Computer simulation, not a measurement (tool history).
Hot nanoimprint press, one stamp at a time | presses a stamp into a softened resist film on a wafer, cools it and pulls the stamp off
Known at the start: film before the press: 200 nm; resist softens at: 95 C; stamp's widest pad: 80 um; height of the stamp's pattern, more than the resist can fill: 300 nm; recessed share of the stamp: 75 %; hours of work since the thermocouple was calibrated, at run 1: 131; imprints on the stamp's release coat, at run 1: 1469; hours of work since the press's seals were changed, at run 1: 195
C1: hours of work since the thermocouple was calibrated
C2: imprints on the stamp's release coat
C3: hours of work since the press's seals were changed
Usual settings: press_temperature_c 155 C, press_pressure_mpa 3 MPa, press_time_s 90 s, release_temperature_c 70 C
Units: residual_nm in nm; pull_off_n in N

{"run": 1, "hour": 0.0, "press_temperature_c": 155, "press_pressure_mpa": 3, "press_time_s": 90, "release_temperature_c": 70, "C1": 131, "C2": 1469, "C3": 195, "residual_nm": 70.8, "pull_off_n": 216}
{"run": 2, "hour": 11.9, "press_temperature_c": 155, "press_pressure_mpa": 3, "press_time_s": 166, "release_temperature_c": 70, "C1": 140, "C2": 1528, "C3": 204, "residual_nm": 54.2, "pull_off_n": 214}
{"run": 3, "hour": 26.1, "press_temperature_c": 155, "press_pressure_mpa": 3, "press_time_s": 166, "release_temperature_c": 70, "C1": 151, "C2": 1599, "C3": 215, "residual_nm": 54.4, "pull_off_n": 208}
{"run": 4, "hour": 38.6, "press_temperature_c": 155, "press_pressure_mpa": 3, "press_time_s": 90, "release_temperature_c": 70, "C1": 161, "C2": 1662, "C3": 225, "residual_nm": 71, "pull_off_n": 210}
{"hour": 56.0, "done": "stamp cleaned and given a new release coat"}
{"run": 5, "hour": 59.6, "press_temperature_c": 155, "press_pressure_mpa": 3, "press_time_s": 90, "release_temperature_c": 70, "C1": 172, "C2": 18, "C3": 236, "residual_nm": 71.2, "pull_off_n": 208}
{"run": 6, "hour": 73.0, "press_temperature_c": 148, "press_pressure_mpa": 3, "press_time_s": 90, "release_temperature_c": 70, "C1": 183, "C2": 85, "C3": 247, "residual_nm": 105, "pull_off_n": 209}
{"run": 7, "hour": 80.0, "press_temperature_c": 148, "press_pressure_mpa": 3, "press_time_s": 90, "release_temperature_c": 70, "C1": 188, "C2": 120, "C3": 252, "residual_nm": 105, "pull_off_n": 208}
{"run": 8, "hour": 87.6, "press_temperature_c": 148, "press_pressure_mpa": 3, "press_time_s": 90, "release_temperature_c": 70, "C1": 194, "C2": 158, "C3": 258, "residual_nm": 105.4, "pull_off_n": 208}
{"run": 9, "hour": 102.2, "press_temperature_c": 148, "press_pressure_mpa": 3, "press_time_s": 90, "release_temperature_c": 70, "C1": 205, "C2": 231, "C3": 269, "residual_nm": 105.1, "pull_off_n": 212}
{"run": 10, "hour": 109.0, "press_temperature_c": 148, "press_pressure_mpa": 3, "press_time_s": 90, "release_temperature_c": 70, "C1": 210, "C2": 264, "C3": 274, "residual_nm": 104.9, "pull_off_n": 203}
{"run": 11, "hour": 118.7, "press_temperature_c": 148, "press_pressure_mpa": 3, "press_time_s": 90, "release_temperature_c": 70, "C1": 218, "C2": 313, "C3": 282, "residual_nm": 105.2, "pull_off_n": 205}
{"run": 12, "hour": 129.1, "press_temperature_c": 148, "press_pressure_mpa": 3, "press_time_s": 90, "release_temperature_c": 70, "C1": 226, "C2": 365, "C3": 290, "residual_nm": 105.3, "pull_off_n": 209}
{"run": 13, "hour": 137.4, "press_temperature_c": 148, "press_pressure_mpa": 3, "press_time_s": 90, "release_temperature_c": 70, "C1": 232, "C2": 407, "C3": 296, "residual_nm": 105, "pull_off_n": 211}
{"run": 14, "hour": 150.2, "press_temperature_c": 148, "press_pressure_mpa": 3, "press_time_s": 90, "release_temperature_c": 70, "C1": 242, "C2": 471, "C3": 306, "residual_nm": 105.5, "pull_off_n": 214}
{"run": 15, "hour": 159.8, "press_temperature_c": 148, "press_pressure_mpa": 3, "press_time_s": 90, "release_temperature_c": 70, "C1": 249, "C2": 519, "C3": 314, "residual_nm": 105.7, "pull_off_n": 212}
{"run": 16, "hour": 172.9, "press_temperature_c": 148, "press_pressure_mpa": 1.89, "press_time_s": 107, "release_temperature_c": 73, "C1": 260, "C2": 584, "C3": 324, "residual_nm": 118.5, "pull_off_n": 198}
{"run": 17, "hour": 187.5, "press_temperature_c": 148, "press_pressure_mpa": 1.89, "press_time_s": 93, "release_temperature_c": 74, "C1": 271, "C2": 657, "C3": 335, "residual_nm": 122.7, "pull_off_n": 192}
{"run": 18, "hour": 193.7, "press_temperature_c": 155, "press_pressure_mpa": 3, "press_time_s": 45, "release_temperature_c": 70, "C1": 276, "C2": 688, "C3": 340, "residual_nm": 93.3, "pull_off_n": 209}
{"run": 19, "hour": 208.8, "press_temperature_c": 155, "press_pressure_mpa": 2.71, "press_time_s": 90, "release_temperature_c": 63, "C1": 287, "C2": 763, "C3": 351, "residual_nm": 74.3, "pull_off_n": 243}
{"run": 20, "hour": 216.4, "press_temperature_c": 155, "press_pressure_mpa": 2.71, "press_time_s": 90, "release_temperature_c": 63, "C1": 293, "C2": 801, "C3": 357, "residual_nm": 74.4, "pull_off_n": 241}
{"run": 21, "hour": 226.4, "press_temperature_c": 155, "press_pressure_mpa": 3.61, "press_time_s": 90, "release_temperature_c": 70, "C1": 301, "C2": 852, "C3": 365, "residual_nm": 65.2, "pull_off_n": 212}
{"hour": 241.2, "done": "plate thermocouple calibrated"}
{"run": 22, "hour": 241.2, "press_temperature_c": 166, "press_pressure_mpa": 3.33, "press_time_s": 57, "release_temperature_c": 78, "C1": 0, "C2": 911, "C3": 374, "residual_nm": 44.7, "pull_off_n": 172}
{"run": 23, "hour": 254.2, "press_temperature_c": 166, "press_pressure_mpa": 3.33, "press_time_s": 57, "release_temperature_c": 78, "C1": 10, "C2": 975, "C3": 384, "residual_nm": 44.6, "pull_off_n": 165}
{"run": 24, "hour": 263.5, "press_temperature_c": 166, "press_pressure_mpa": 1.86, "press_time_s": 57, "release_temperature_c": 78, "C1": 17, "C2": 1022, "C3": 391, "residual_nm": 59.2, "pull_off_n": 176}
{"run": 25, "hour": 277.7, "press_temperature_c": 166, "press_pressure_mpa": 1.86, "press_time_s": 57, "release_temperature_c": 78, "C1": 28, "C2": 1093, "C3": 402, "residual_nm": 59.1, "pull_off_n": 166}
{"run": 26, "hour": 288.6, "press_temperature_c": 155, "press_pressure_mpa": 3, "press_time_s": 71, "release_temperature_c": 70, "C1": 37, "C2": 1148, "C3": 411, "residual_nm": 78.3, "pull_off_n": 212}
{"run": 27, "hour": 300.1, "press_temperature_c": 154, "press_pressure_mpa": 3.12, "press_time_s": 56, "release_temperature_c": 67, "C1": 45, "C2": 1205, "C3": 419, "residual_nm": 89.1, "pull_off_n": 230}
{"run": 28, "hour": 307.3, "press_temperature_c": 162, "press_pressure_mpa": 2.93, "press_time_s": 90, "release_temperature_c": 63, "C1": 51, "C2": 1241, "C3": 425, "residual_nm": 47.9, "pull_off_n": 249}
{"run": 29, "hour": 321.8, "press_temperature_c": 162, "press_pressure_mpa": 2.37, "press_time_s": 165, "release_temperature_c": 69, "C1": 62, "C2": 1314, "C3": 436, "residual_nm": 40.6, "pull_off_n": 230}

Forecast each of these 3 alternatives for the next run:
{"run": "A", "hour": 335.4, "press_temperature_c": 155, "press_pressure_mpa": 2.08, "press_time_s": 162, "release_temperature_c": 70, "C1": 73, "C2": 1381, "C3": 447, "residual_nm": "?", "pull_off_n": "?"}
{"run": "B", "hour": 335.4, "press_temperature_c": 155, "press_pressure_mpa": 3, "press_time_s": 69, "release_temperature_c": 56, "C1": 73, "C2": 1381, "C3": 447, "residual_nm": "?", "pull_off_n": "?"}
{"run": "C", "hour": 335.4, "press_temperature_c": 162, "press_pressure_mpa": 2.37, "press_time_s": 152, "release_temperature_c": 69, "C1": 73, "C2": 1381, "C3": 447, "residual_nm": "?", "pull_off_n": "?"}

run=A residual_nm=65.4 pull_off_n=222
run=B residual_nm=79.5 pull_off_n=283
run=C residual_nm=42.4 pull_off_n=214
Without the tool's hidden state the same runs would have given:
run=A residual_nm=65.4 pull_off_n=220
run=B residual_nm=79.5 pull_off_n=280
run=C residual_nm=42.4 pull_off_n=212
